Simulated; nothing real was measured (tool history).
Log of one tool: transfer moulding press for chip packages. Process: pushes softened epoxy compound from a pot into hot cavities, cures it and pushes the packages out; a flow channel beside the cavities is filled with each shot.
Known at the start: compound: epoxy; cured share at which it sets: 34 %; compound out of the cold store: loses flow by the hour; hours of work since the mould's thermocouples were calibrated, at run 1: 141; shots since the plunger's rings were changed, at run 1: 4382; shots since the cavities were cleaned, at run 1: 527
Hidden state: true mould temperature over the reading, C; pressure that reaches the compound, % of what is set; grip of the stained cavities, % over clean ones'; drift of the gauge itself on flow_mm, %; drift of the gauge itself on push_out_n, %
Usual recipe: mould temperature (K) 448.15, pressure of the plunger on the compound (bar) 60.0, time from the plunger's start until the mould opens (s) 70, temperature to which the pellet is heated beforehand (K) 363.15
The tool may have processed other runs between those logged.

run   hour  mould temperature (K)  pressure of the plunger on the compound (bar)  time from the plunger's start until the mould opens (s)  temperature to which the pellet is heated beforehand (K)  hours of work since the mould's thermocouples were calibrated  shots since the plunger's rings were changed  shots since the cavities were cleaned  incoming compound's hours out of the cold store  length that the compound runs in the flow channel (mm)  greatest force on the pins that push the packages out (N)
  1    0.0                 448.15                                           60.0                                                       70                                                    363.15                                                            141                                          4382                                    527                                             27.5                                                     604                                                        385
  2   17.1                 455.15                                           60.0                                                       70                                                    363.15                                                            151                                          4597                                    742                                             21.3                                                     598                                                        243
  3   31.7                 448.15                                           45.6                                                       70                                                    363.15                                                            160                                          4780                                    925                                             15.7                                                     544                                                        397
  4   41.6                 448.15                                           45.6                                                       70                                                    363.15                                                            166                                          4905                                   1050                                              9.6                                                     558                                                        435
      51.8  -- cavities cleaned with cleaning compound and waxed
      55.1  -- plunger's sealing rings changed
  5   58.6                 448.15                                           45.6                                                       55                                                    363.15                                                            173                                            45                                     55                                             32.4                                                     510                                                        729
  6   67.6                 448.15                                           45.6                                                       55                                                    363.15                                                            179                                           159                                    169                                             36.9                                                     509                                                        743
  7   80.7                 448.15                                           45.6                                                       55                                                    363.15                                                            186                                           322                                    332                                             18.7                                                     550                                                        747
  8   99.0                 448.15                                           60.0                                                       70                                                    363.15                                                            197                                           553                                    563                                             44.8                                                     578                                                        379
  9  114.5                 448.15                                           60.0                                                       70                                                    363.15                                                            206                                           749                                    759                                             22.8                                                     614                                                        383
 10  128.7                 448.15                                           60.0                                                       70                                                    363.15                                                            214                                           927                                    937                                             28.5                                                     597                                                        394
 11  142.2                 448.15                                           60.0                                                       70                                                    363.15                                                            222                                          1097                                   1107                                             14.3                                                     635                                                        405
     148.3  -- cavities cleaned with cleaning compound and waxed
 12  160.8                 448.15                                           60.0                                                       70                                                    363.15                                                            232                                          1313                                    158                                             25.5                                                     608                                                        384
 13  178.2                 448.15                                           60.0                                                       70                                                    363.15                                                            242                                          1531                                    376                                             41.2                                                     569                                                        366
 14  192.0                 448.15                                           65.2                                                       70                                                    363.15                                                            251                                          1705                                    550                                             47.6                                                     589                                                        377
 15  202.0                 448.15                                           60.7                                                       70                                                    363.15                                                            256                                          1831                                    676                                             12.3                                                     633                                                        408
 16  220.0                 450.15                                           45.1                                                       70                                                    363.15                                                            267                                          2057                                    902                                             28.6                                                     515                                                        318
 17  229.1                 450.15                                           45.1                                                       70                                                    363.15                                                            272                                          2172                                   1017                                             16.9                                                     539                                                        342
     241.8  -- cavities cleaned with cleaning compound and waxed
 18  242.6                 448.15                                           60.0                                                       70                                                    354.15                                                            279                                          2323                                     10                                             42.6                                                     573                                                        399
 19  251.9                 448.15                                           60.0                                                       97                                                    363.15                                                            285                                          2440                                    127                                             45.5                                                     565                                                        221
 20  263.7                 455.15                                           61.6                                                       70                                                    366.15                                                            292                                          2588                                    275                                             22.0                                                     610                                                        253
 21  271.6                 441.15                                           65.9                                                       70                                                    363.15                                                            296                                          2688                                    375                                             28.2                                                     657                                                        676
 22  281.5                 448.15                                           65.9                                                       70                                                    362.15                                                            302                                          2813                                    500                                             29.9                                                     632                                                        396
 23  289.5                 455.15                                           60.0                                                       70                                                    363.15                                                            307                                          2913                                    600                                             26.3                                                     587                                                        244
 24  307.0                 454.15                                           49.4                                                       87                                                    363.15                                                            317                                          3133                                    820                                             44.7                                                     505                                                        203
 25  317.0                 440.15                                           60.0                                                       70                                                    363.15                                                            323                                          3259                                    946                                             34.3                                                     613                                                        694

Expected results for the next run?
     336.0  -- cavities cleaned with cleaning compound and waxed
 26  336.1                 448.15                                           50.0                                                       51                                                    362.15                                                            333                                          3481                                      1                                             22.5                                                       ?                                                          ?

{"run 26": {"length that the compound runs in the flow channel (mm)": 560, "greatest force on the pins that push the packages out (N)": 904}}
Had the tool carried no hidden state, the very same run would have given length that the compound runs in the flow channel (mm) 560, greatest force on the pins that push the packages out (N) 903.
